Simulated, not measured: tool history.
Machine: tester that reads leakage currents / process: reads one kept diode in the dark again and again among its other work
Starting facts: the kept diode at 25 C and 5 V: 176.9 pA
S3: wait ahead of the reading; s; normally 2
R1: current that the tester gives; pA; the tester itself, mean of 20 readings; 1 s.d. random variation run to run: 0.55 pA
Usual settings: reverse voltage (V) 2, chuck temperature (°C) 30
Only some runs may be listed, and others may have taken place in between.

Run 1, day 0: usual settings. Result: R1 181.37 pA.
At day 1.954: chuck's temperature calibrated.
Run 2, day 4.758: usual settings. Result: R1 180.77 pA.
Run 3, day 10.371: usual settings. Result: R1 181.05 pA.
Run 4, day 13.929: usual settings but reverse voltage (V) 6.83. Result: R1 330.62 pA.
Run 5, day 20.892: usual settings but reverse voltage (V) 6.83. Result: R1 331.55 pA.
Run 6, day 28.279: usual settings but reverse voltage (V) 6.83. Result: R1 331.98 pA.
Run 7, day 36.212: usual settings but reverse voltage (V) 6.83, chuck temperature (°C) 37. Result: R1 623.67 pA.
At day 42.229: chuck's temperature calibrated.
Run 8, day 42.271: usual settings but reverse voltage (V) 16.34. Result: R1 510.73 pA.
Run 9, day 47.712: usual settings but reverse voltage (V) 16.34, chuck temperature (°C) 40. Result: R1 1249.46 pA.
Run 10, day 51.692: usual settings but reverse voltage (V) 16.34, chuck temperature (°C) 40. Result: R1 1250.04 pA.
Run 11, day 59.8: usual settings but reverse voltage (V) 16.34, chuck temperature (°C) 40. Result: R1 1246.63 pA.
Run 12, day 65.846: usual settings but reverse voltage (V) 16.34, chuck temperature (°C) 40. Result: R1 1251.19 pA.
At day 66.638: tester calibrated.
Run 13, day 72.5: usual settings but reverse voltage (V) 16.34, chuck temperature (°C) 40. Result: R1 1240.03 pA.
Run 14, day 78.267: usual settings but chuck temperature (°C) 23. Result: R1 93.27 pA.
At day 82.312: chuck's temperature calibrated.
Run 15, day 84.154: usual settings but chuck temperature (°C) 23. Result: R1 93.7 pA.
At day 86.183: probe card cleaned and baked.
Run 16, day 88.388: usual settings but chuck temperature (°C) 56. Result: R1 1655.61 pA.
Run 17, day 93.304: usual settings but chuck temperature (°C) 56. Result: R1 1661.88 pA.
Run 18, day 100.271: usual settings but chuck temperature (°C) 56. Result: R1 1664.24 pA.
Run 19, day 106.267: usual settings but chuck temperature (°C) 54. Result: R1 1430.49 pA.
Run 20, day 110.171: usual settings but chuck temperature (°C) 54. Result: R1 1420.73 pA.
Run 21, day 117.304: usual settings but chuck temperature (°C) 54. Result: R1 1420.89 pA.
At day 122.288: chuck's temperature calibrated.
Run 22, day 122.975: usual settings but chuck temperature (°C) 31, S3 3.54 s. Result: R1 198.31 pA.
Run 23, day 126.729: usual settings but reverse voltage (V) 12.62, chuck temperature (°C) 25, S3 4.22 s. Result: R1 278.7 pA.
Run 24, day 131.429: usual settings but chuck temperature (°C) 41, S3 0.67 s. Result: R1 484.64 pA.
Run 25, day 136.725: usual settings but reverse voltage (V) 3.61, chuck temperature (°C) 26, S3 4.69 s. Result: R1 166.71 pA.
Run 26, day 140.242: usual settings but reverse voltage (V) 1.23, chuck temperature (°C) 38, S3 3.84 s. Result: R1 295.81 pA.
Run 27, day 147.542: usual settings but reverse voltage (V) 3.04, S3 6.62 s. Result: R1 222.07 pA.
Run 28, day 150.946: usual settings but reverse voltage (V) 3.76, chuck temperature (°C) 50. Result: R1 1406.33 pA.
Run 29, day 155.596: usual settings but reverse voltage (V) 4.65. Result: R1 273.76 pA.
Run 30, day 159.029: usual settings but reverse voltage (V) 12.01, S3 0.75 s. Result: R1 438.29 pA.
At day 162.138: chuck's temperature calibrated.
Run 31, day 166.367: usual settings but reverse voltage (V) 10.05, S3 1.82 s. Result: R1 399.5 pA.
Run 32, day 170.046: usual settings but reverse voltage (V) 1.42, chuck temperature (°C) 56, S3 1.82 s. Result: R1 1404.06 pA.
Run 33, day 174.804: usual settings but chuck temperature (°C) 38, S3 0.97 s. Result: R1 374.07 pA.
Run 34, day 179.196: usual settings but reverse voltage (V) 2.77, chuck temperature (°C) 42. Result: R1 621.6 pA.
Run 35, day 185.379: usual settings but reverse voltage (V) 2.77, chuck temperature (°C) 42. Result: R1 622.38 pA.
Run 36, day 192.358: usual settings but reverse voltage (V) 13.95, chuck temperature (°C) 39, S3 2.34 s. Result: R1 1054.64 pA.
Run 37, day 199.204: usual settings but reverse voltage (V) 1.42, chuck temperature (°C) 60, S3 0.32 s. Result: R1 1911.25 pA.
At day 200.679: tester calibrated.
At day 202.442: chuck's temperature calibrated.
Run 38, day 205.95: usual settings but reverse voltage (V) 1.42, chuck temperature (°C) 60, S3 0.32 s. Result: R1 1925.87 pA.
Run 39, day 211.467: usual settings but chuck temperature (°C) 56, S3 0.86 s. Result: R1 1671.26 pA.
Run 40, day 217.058: usual settings but reverse voltage (V) 5.85, chuck temperature (°C) 28, S3 1.48 s. Result: R1 257.42 pA.

Alternative continuations, all from the tool just after run 40; predict every row:
Run A, day 221.696: usual settings but reverse voltage (V) 5.85, chuck temperature (°C) 56, S3 3.79 s. Result: R1 ?.
Run B, day 221.696: usual settings but reverse voltage (V) 5.85, chuck temperature (°C) 28, S3 3 s. Result: R1 ?.
Run C, day 221.696: usual settings but reverse voltage (V) 10.34, chuck temperature (°C) 36, S3 1.48 s. Result: R1 ?.

run       R1
  A  2823.36
  B   254.82
  C   700.26
What these runs would have given with no unlogged condition in the tool:
run       R1
  A  2821.03
  B   254.46
  C   699.41
